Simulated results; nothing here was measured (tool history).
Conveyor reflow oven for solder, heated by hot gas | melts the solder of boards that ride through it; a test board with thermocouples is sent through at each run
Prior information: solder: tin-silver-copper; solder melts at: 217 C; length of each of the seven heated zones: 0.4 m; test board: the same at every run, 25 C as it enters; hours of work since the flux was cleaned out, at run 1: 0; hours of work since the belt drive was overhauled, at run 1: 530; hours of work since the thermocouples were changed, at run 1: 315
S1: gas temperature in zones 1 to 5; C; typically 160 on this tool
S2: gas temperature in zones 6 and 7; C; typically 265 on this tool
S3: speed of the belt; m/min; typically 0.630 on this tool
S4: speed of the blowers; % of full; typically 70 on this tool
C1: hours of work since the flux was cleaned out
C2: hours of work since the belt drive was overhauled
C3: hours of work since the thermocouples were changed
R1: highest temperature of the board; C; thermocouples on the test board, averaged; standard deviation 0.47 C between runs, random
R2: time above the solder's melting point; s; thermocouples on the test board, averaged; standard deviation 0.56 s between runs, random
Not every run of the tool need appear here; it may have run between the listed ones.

run,hour,S1,S2,S3,S4,C1,C2,C3,R1,R2
1,0.0,160,265,0.630,70,0,530,315,243.6,45.2
2,54.9,160,265,0.630,67,40,570,355,242.0,43.5
3,113.0,166,265,0.630,70,82,612,398,243.7,46.8
4,142.5,166,265,0.630,70,104,634,419,242.9,47.4
5,196.4,166,265,0.630,70,143,673,458,242.5,46.4
6,255.6,166,265,0.630,70,186,716,501,242.8,46.3
7,309.5,166,265,0.630,73,225,755,541,244.3,46.6
8,340.0,166,265,0.630,73,248,777,563,242.5,45.4
# hour 395.9: flux residue cleaned out of gas plates and filters
9,402.4,160,265,0.534,67,5,819,605,247.5,59.3
10,455.1,156,265,0.630,70,43,858,643,241.8,41.4
11,519.1,171,278,0.630,70,90,904,690,255.5,57.6
12,571.0,174,265,0.508,70,127,942,727,251.2,72.3
13,602.7,160,272,0.598,78,151,965,750,251.3,55.2
14,668.9,160,272,0.598,78,199,1013,799,250.6,55.2
15,705.3,150,270,0.622,70,225,1040,825,243.2,43.2
16,778.2,155,270,0.622,68,278,1093,878,243.6,43.0

Some steps in R1 between neighbouring runs. How much of each would the tool show without its hidden state too (settings, what came in, random variation), and how much is left for the hidden state, with any gauge scatter that isn't in both results?
Unlogged tool condition in this case: heat that the gas passes to the board, % of a clean oven's; belt's true speed, % of the reading; true gas temperature in zones 6 and 7 over the reading, C; drift of the gauge itself on peak_c, C; drift of the gauge itself on liquid_s, %.
Run 8 -> 9: S1 166 -> 160, S3 0.630 -> 0.534, S4 73 -> 67, flux residue cleaned out of gas plates and filters. R1 +5.0 C: hidden state +1.6, all else +3.4.
Run 10 -> 11: S1 156 -> 171, S2 265 -> 278. R1 +13.7 C: hidden state -0.4, all else +14.1.

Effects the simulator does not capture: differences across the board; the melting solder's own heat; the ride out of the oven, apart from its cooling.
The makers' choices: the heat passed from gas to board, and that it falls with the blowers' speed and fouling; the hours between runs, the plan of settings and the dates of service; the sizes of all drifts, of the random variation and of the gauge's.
